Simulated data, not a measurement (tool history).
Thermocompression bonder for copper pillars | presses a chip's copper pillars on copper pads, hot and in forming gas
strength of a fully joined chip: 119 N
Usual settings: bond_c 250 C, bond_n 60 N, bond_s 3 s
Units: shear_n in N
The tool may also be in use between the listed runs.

run 1 day=0.000 | bond_c=250 bond_n=60 bond_s=3 | shear_n=71.9
run 2 day=0.371 | bond_c=250 bond_n=60 bond_s=3 | shear_n=71.4
run 3 day=0.829 | bond_c=250 bond_n=60 bond_s=3 | shear_n=71.8
run 4 day=1.212 | bond_c=250 bond_n=60 bond_s=3 | shear_n=72.6
run 5 day=1.758 | bond_c=250 bond_n=60 bond_s=3 | shear_n=71.3
run 6 day=2.525 | bond_c=250 bond_n=60 bond_s=3 | shear_n=72.7
run 7 day=3.117 | bond_c=250 bond_n=60 bond_s=3 | shear_n=71.9
-- day=3.612 heater calibrated with a thermocouple chip
run 8 day=3.771 | bond_c=250 bond_n=60 bond_s=3 | shear_n=67.9
run 9 day=4.329 | bond_c=250 bond_n=60 bond_s=3 | shear_n=68.7
run 10 day=5.154 | bond_c=250 bond_n=60 bond_s=3 | shear_n=68.2
run 11 day=5.625 | bond_c=250 bond_n=60 bond_s=3 | shear_n=68.0
run 12 day=5.979 | bond_c=250 bond_n=60 bond_s=3 | shear_n=67.3
run 13 day=6.350 | bond_c=249 bond_n=60 bond_s=3 | shear_n=67.7
run 14 day=7.192 | bond_c=249 bond_n=60 bond_s=3 | shear_n=67.9
run 15 day=7.942 | bond_c=242 bond_n=76 bond_s=7 | shear_n=89.5
run 16 day=8.583 | bond_c=242 bond_n=76 bond_s=7 | shear_n=89.2
-- day=8.725 force cell calibrated
run 17 day=9.100 | bond_c=276 bond_n=59 bond_s=2 | shear_n=71.5
run 18 day=9.538 | bond_c=264 bond_n=59 bond_s=2 | shear_n=65.4
run 19 day=9.929 | bond_c=254 bond_n=57 bond_s=8 | shear_n=85.4
run 20 day=10.375 | bond_c=250 bond_n=51 bond_s=3 | shear_n=60.1
-- day=10.508 force cell calibrated, once more
-- day=10.808 forming gas filter changed
run 21 day=10.808 | bond_c=253 bond_n=63 bond_s=5 | shear_n=87.6
run 22 day=11.321 | bond_c=253 bond_n=60 bond_s=3 | shear_n=74.6
run 23 day=11.933 | bond_c=234 bond_n=55 bond_s=5 | shear_n=70.5
run 24 day=12.692 | bond_c=233 bond_n=58 bond_s=2 | shear_n=53.5
run 25 day=13.333 | bond_c=233 bond_n=58 bond_s=2 | shear_n=53.5
run 26 day=13.754 | bond_c=261 bond_n=89 bond_s=2 | shear_n=87.6
run 27 day=14.167 | bond_c=261 bond_n=89 bond_s=2 | shear_n=88.1
run 28 day=14.712 | bond_c=232 bond_n=80 bond_s=7 | shear_n=91.8

3 ways to go on from here, each from the tool as it stands after run 28. What would each give?
run A day=15.412 | bond_c=258 bond_n=52 bond_s=2 | shear_n=?
run B day=15.412 | bond_c=267 bond_n=80 bond_s=3 | shear_n=?
run C day=15.412 | bond_c=250 bond_n=41 bond_s=6 | shear_n=?

run=A shear_n=62.0
run=B shear_n=93.9
run=C shear_n=70.1
Without the tool's hidden state the same runs would have given:
run=A shear_n=62.5
run=B shear_n=94.8
run=C shear_n=70.7
